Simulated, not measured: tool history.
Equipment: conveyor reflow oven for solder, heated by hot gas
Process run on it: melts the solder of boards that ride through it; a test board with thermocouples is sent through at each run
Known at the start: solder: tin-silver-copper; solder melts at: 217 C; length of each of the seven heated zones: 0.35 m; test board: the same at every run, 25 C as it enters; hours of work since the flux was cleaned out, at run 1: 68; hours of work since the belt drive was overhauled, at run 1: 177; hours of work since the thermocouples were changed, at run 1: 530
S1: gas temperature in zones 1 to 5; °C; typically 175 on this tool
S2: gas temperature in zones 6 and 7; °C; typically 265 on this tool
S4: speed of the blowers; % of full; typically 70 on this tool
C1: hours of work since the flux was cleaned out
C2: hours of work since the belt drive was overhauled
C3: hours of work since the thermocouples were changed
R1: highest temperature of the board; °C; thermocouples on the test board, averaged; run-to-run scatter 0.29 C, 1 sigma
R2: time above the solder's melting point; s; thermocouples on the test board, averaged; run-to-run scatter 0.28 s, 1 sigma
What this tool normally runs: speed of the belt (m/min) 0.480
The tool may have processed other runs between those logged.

run 1 hour=0.0 | S1=175 S2=265 speed_of_the_belt_(m/min)=0.480 S4=70 | C1=68 C2=177 C3=530 | R1=252.6 R2=68.5
run 2 hour=27.4 | S1=180 S2=265 speed_of_the_belt_(m/min)=0.480 S4=70 | C1=81 C2=190 C3=543 | R1=253.4 R2=71.1
run 3 hour=64.3 | S1=167 S2=265 speed_of_the_belt_(m/min)=0.480 S4=70 | C1=99 C2=207 C3=561 | R1=251.5 R2=64.3
run 4 hour=97.4 | S1=175 S2=265 speed_of_the_belt_(m/min)=0.480 S4=70 | C1=115 C2=223 C3=577 | R1=252.1 R2=67.7
run 5 hour=142.3 | S1=168 S2=265 speed_of_the_belt_(m/min)=0.480 S4=70 | C1=136 C2=245 C3=598 | R1=251.6 R2=64.1
run 6 hour=169.4 | S1=168 S2=265 speed_of_the_belt_(m/min)=0.480 S4=70 | C1=149 C2=258 C3=611 | R1=251.4 R2=63.8
run 7 hour=196.5 | S1=175 S2=265 speed_of_the_belt_(m/min)=0.480 S4=70 | C1=162 C2=271 C3=624 | R1=252.0 R2=67.4
run 8 hour=224.0 | S1=175 S2=265 speed_of_the_belt_(m/min)=0.480 S4=70 | C1=176 C2=284 C3=637 | R1=251.9 R2=67.5
run 9 hour=253.5 | S1=178 S2=265 speed_of_the_belt_(m/min)=0.480 S4=70 | C1=190 C2=298 C3=652 | R1=252.2 R2=68.8
run 10 hour=290.2 | S1=178 S2=265 speed_of_the_belt_(m/min)=0.480 S4=70 | C1=207 C2=316 C3=669 | R1=252.2 R2=68.4
run 11 hour=326.4 | S1=165 S2=265 speed_of_the_belt_(m/min)=0.509 S4=70 | C1=225 C2=333 C3=687 | R1=248.1 R2=55.9
-- hour=335.4 flux residue cleaned out of gas plates and filters
run 12 hour=368.3 | S1=173 S2=265 speed_of_the_belt_(m/min)=0.549 S4=70 | C1=16 C2=351 C3=704 | R1=245.6 R2=51.7
-- hour=405.6 flux residue cleaned out of gas plates and filters, once more
run 13 hour=406.6 | S1=183 S2=265 speed_of_the_belt_(m/min)=0.382 S4=70 | C1=0 C2=367 C3=720 | R1=257.3 R2=96.6
run 14 hour=450.9 | S1=164 S2=277 speed_of_the_belt_(m/min)=0.428 S4=59 | C1=22 C2=388 C3=742 | R1=263.3 R2=80.3
run 15 hour=480.4 | S1=164 S2=277 speed_of_the_belt_(m/min)=0.475 S4=59 | C1=36 C2=402 C3=756 | R1=259.6 R2=69.8
run 16 hour=515.6 | S1=169 S2=273 speed_of_the_belt_(m/min)=0.475 S4=63 | C1=53 C2=419 C3=773 | R1=257.9 R2=70.2
run 17 hour=537.2 | S1=175 S2=265 speed_of_the_belt_(m/min)=0.480 S4=62 | C1=63 C2=430 C3=783 | R1=250.6 R2=66.6
run 18 hour=557.8 | S1=175 S2=265 speed_of_the_belt_(m/min)=0.480 S4=62 | C1=73 C2=440 C3=793 | R1=250.7 R2=65.9
run 19 hour=585.7 | S1=167 S2=270 speed_of_the_belt_(m/min)=0.384 S4=79 | C1=86 C2=453 C3=806 | R1=261.2 R2=92.2

How the hidden state differs across the entries between the runs, from the last listed run before each to the first after it:
In the gap between runs 11 and 12: flux residue cleaned out of gas plates and filters (hour 335.4)
  heat that the gas passes to the board, % of a clean oven's: 90.3 -> 84.1; belt's true speed, % of the reading: 99.41 -> 99.38; true gas temperature in zones 6 and 7 over the reading, C: -2.47 -> -2.53
  measured value less the no-hidden-state value, R1: -4.0 -> -5.5 °C; R2: -3.5 -> -5.1 s
In the gap between runs 12 and 13: flux residue cleaned out of gas plates and filters, once more (hour 405.6)
  heat that the gas passes to the board, % of a clean oven's: 84.1 -> 99; belt's true speed, % of the reading: 99.38 -> 99.35; true gas temperature in zones 6 and 7 over the reading, C: -2.53 -> -2.58
  measured value less the no-hidden-state value, R1: -5.5 -> -2.5 °C; R2: -5.1 -> -0.9 s
